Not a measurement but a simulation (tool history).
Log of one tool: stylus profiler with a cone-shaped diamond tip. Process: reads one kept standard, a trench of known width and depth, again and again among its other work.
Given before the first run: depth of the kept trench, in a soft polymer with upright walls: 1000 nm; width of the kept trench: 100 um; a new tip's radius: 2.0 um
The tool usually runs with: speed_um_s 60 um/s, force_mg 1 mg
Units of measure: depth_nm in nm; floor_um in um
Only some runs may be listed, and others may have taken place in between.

Run 1, hour 0: usual settings. Result: depth_nm 999.69 nm, floor_um 95.28 um.
Run 2, hour 79.6: usual settings. Result: depth_nm 999.38 nm, floor_um 95.19 um.
Run 3, hour 184.9: usual settings. Result: depth_nm 999.53 nm, floor_um 95.19 um.
Run 4, hour 274.7: usual settings. Result: depth_nm 998.71 nm, floor_um 95.14 um.
Run 5, hour 380.7: usual settings. Result: depth_nm 998.53 nm, floor_um 95.04 um.
Run 6, hour 441: usual settings. Result: depth_nm 998.24 nm, floor_um 95.02 um.
Run 7, hour 535.4: usual settings. Result: depth_nm 997.74 nm, floor_um 94.99 um.
Run 8, hour 585.6: usual settings. Result: depth_nm 997.95 nm, floor_um 94.97 um.
Run 9, hour 652.7: usual settings. Result: depth_nm 997.79 nm, floor_um 94.92 um.
Run 10, hour 705.5: usual settings. Result: depth_nm 997.34 nm, floor_um 94.9 um.
Run 11, hour 810.7: usual settings but force_mg 1.93 mg. Result: depth_nm 999.72 nm, floor_um 94.93 um.
Run 12, hour 878.4: usual settings but force_mg 1.93 mg. Result: depth_nm 999.08 nm, floor_um 94.9 um.
Run 13, hour 972.8: usual settings but force_mg 1.93 mg. Result: depth_nm 999.12 nm, floor_um 94.82 um.
Run 14, hour 1045.4: usual settings but speed_um_s 94 um/s, force_mg 1.93 mg. Result: depth_nm 998.76 nm, floor_um 94.71 um.
At hour 1053.5: height scale calibrated on a step standard.
Run 15, hour 1154.3: usual settings but speed_um_s 18 um/s. Result: depth_nm 993.99 nm, floor_um 94.93 um.
Run 16, hour 1217.7: usual settings but speed_um_s 69 um/s, force_mg 1.27 mg. Result: depth_nm 994.74 nm, floor_um 94.62 um.
Run 17, hour 1268.7: usual settings but speed_um_s 69 um/s, force_mg 1.27 mg. Result: depth_nm 994.15 nm, floor_um 94.63 um.
At hour 1322.1: height scale calibrated on a step standard, once more.
Run 18, hour 1360.9: usual settings but speed_um_s 69 um/s, force_mg 1.27 mg. Result: depth_nm 1004.61 nm, floor_um 94.61 um.
Run 19, hour 1424.5: usual settings but speed_um_s 153 um/s, force_mg 0.84 mg. Result: depth_nm 1003.16 nm, floor_um 93.98 um.
Run 20, hour 1492.5: usual settings but speed_um_s 99 um/s, force_mg 0.64 mg. Result: depth_nm 1002.94 nm, floor_um 94.2 um.
Run 21, hour 1581.5: usual settings but speed_um_s 31 um/s, force_mg 0.46 mg. Result: depth_nm 1001.78 nm, floor_um 94.58 um.
Run 22, hour 1635.8: usual settings but speed_um_s 31 um/s, force_mg 0.46 mg. Result: depth_nm 1001.76 nm, floor_um 94.51 um.
Run 23, hour 1683: usual settings but speed_um_s 31 um/s, force_mg 0.46 mg. Result: depth_nm 1000.95 nm, floor_um 94.52 um.
Run 24, hour 1765.3: usual settings but speed_um_s 31 um/s, force_mg 0.65 mg. Result: depth_nm 1001.41 nm, floor_um 94.51 um.
Run 25, hour 1832.2: usual settings but force_mg 1.04 mg. Result: depth_nm 1002.81 nm, floor_um 94.4 um.
Run 26, hour 1933.8: usual settings but speed_um_s 69 um/s, force_mg 1.04 mg. Result: depth_nm 1002.17 nm, floor_um 94.31 um.
Run 27, hour 2013.6: usual settings but speed_um_s 69 um/s, force_mg 1.04 mg. Result: depth_nm 1002.38 nm, floor_um 94.28 um.
Run 28, hour 2062.7: usual settings but speed_um_s 25 um/s, force_mg 0.45 mg. Result: depth_nm 1000.35 nm, floor_um 94.4 um.
Run 29, hour 2149: usual settings but speed_um_s 51 um/s. Result: depth_nm 1001.89 nm, floor_um 94.3 um.

Each row is a separate what-if for the run after 29, all from the same tool condition, not one after another. Results?
Run A, hour 2207.9: usual settings but speed_um_s 35 um/s. Result: depth_nm ?, floor_um ?.
Run B, hour 2207.9: usual settings but speed_um_s 144 um/s, force_mg 0.64 mg. Result: depth_nm ?, floor_um ?.
Run C, hour 2207.9: usual settings but speed_um_s 131 um/s, force_mg 0.62 mg. Result: depth_nm ?, floor_um ?.

run  depth_nm  floor_um
  A   1001.37     94.31
  B   1000.72     93.66
  C   1000.33      93.7
Stripped of hidden state, with their random variation kept, the same runs would have yielded:
run  depth_nm  floor_um
  A   1004.01     96.33
  B   1003.36     95.68
  C   1002.97     95.72
